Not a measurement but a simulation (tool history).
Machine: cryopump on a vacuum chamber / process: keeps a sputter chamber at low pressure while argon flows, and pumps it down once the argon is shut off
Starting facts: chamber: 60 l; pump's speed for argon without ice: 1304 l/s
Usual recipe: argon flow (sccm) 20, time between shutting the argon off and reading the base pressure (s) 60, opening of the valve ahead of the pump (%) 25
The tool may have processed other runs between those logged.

run    hour  argon flow (sccm)  time between shutting the argon off and reading the base pressure (s)  opening of the valve ahead of the pump (%)  pressure while argon flows (Pa)  pressure after the wait (uPa)
  1     0.0                 20                                                                     60                                          25                           0.1051                           2.47
  2    35.5                 20                                                                     60                                          25                           0.1058                           2.56
  3    73.4                 20                                                                     60                                          25                           0.1060                           2.60
  4   131.8                 20                                                                     60                                          25                           0.1058                           2.59
  5   181.1                 20                                                                    182                                          25                           0.1052                           1.87
  6   230.3                 20                                                                     60                                          46                           0.0581                           2.74
  7   275.5                 20                                                                     60                                          46                           0.0589                           2.78
      324.6  -- leaking fittings of the chamber tightened, without venting
  8   333.0                 20                                                                     60                                          25                           0.1056                           1.37
  9   380.2                 20                                                                     60                                          25                           0.1063                           1.47
 10   415.1                 20                                                                     23                                          25                           0.1062                           3.53
 11   449.9                 20                                                                     83                                          25                           0.1065                           1.20
 12   492.8                 20                                                                     60                                          31                           0.0874                           1.61
 13   552.2                 20                                                                     60                                          31                           0.0866                           1.56
 14   613.5                 20                                                                    112                                          25                           0.1079                           1.05
 15   669.1                 20                                                                     60                                          25                           0.1072                           1.67
 16   698.9                 20                                                                     60                                          25                           0.1072                           1.66
 17   751.3                 20                                                                     60                                          25                           0.1076                           1.68
 18   797.4                 20                                                                     60                                          25                           0.1076                           1.76
 19   862.9                 20                                                                     60                                          25                           0.1084                           1.82
 20   906.5                 20                                                                     60                                          25                           0.1084                           1.81
 21   958.8                 20                                                                     60                                          25                           0.1090                           1.81
 22  1010.1                 20                                                                     60                                          25                           0.1095                           1.84
     1037.1  -- pump warmed up, emptied and cooled again
 23  1045.4                 20                                                                     60                                          25                           0.1046                           1.78
 24  1073.3                 37                                                                    144                                          25                           0.1930                           1.13
 25  1125.4                 37                                                                    144                                          37                           0.1315                           1.16
 26  1183.6                 37                                                                    144                                          37                           0.1316                           1.16
 27  1211.5                 37                                                                    144                                          37                           0.1323                           1.21
 28  1267.8                 20                                                                     24                                          25                           0.1059                           3.76
 29  1326.1                 32                                                                     83                                          17                           0.2470                           1.66
 30  1381.8                 33                                                                    147                                          18                           0.2402                           1.33
 31  1428.5                 33                                                                     25                                          18                           0.2421                           3.58
 32  1476.0                 17                                                                     34                                          43                           0.0529                           2.93
 33  1527.8                 13                                                                     88                                          39                           0.0443                           1.73
 34  1583.3                 21                                                                     60                                          58                           0.0496                           2.20

Each row is a separate what-if for the run after 34, all from the same tool condition, not one after another. Results?
  A  1643.2                 21                                                                     60                                          55                                ?                              ?
  B  1643.2                 17                                                                     60                                          26                                ?                              ?
  C  1643.2                  9                                                                     48                                          33                                ?                              ?

run  pressure while argon flows (Pa)  pressure after the wait (uPa)
  A                           0.0525                           2.17
  B                           0.0867                           2.16
  C                           0.0367                           2.47
Without the tool's hidden state the same runs would have given:
run  pressure while argon flows (Pa)  pressure after the wait (uPa)
  A                           0.0497                           1.40
  B                           0.0844                           1.40
  C                           0.0355                           1.71
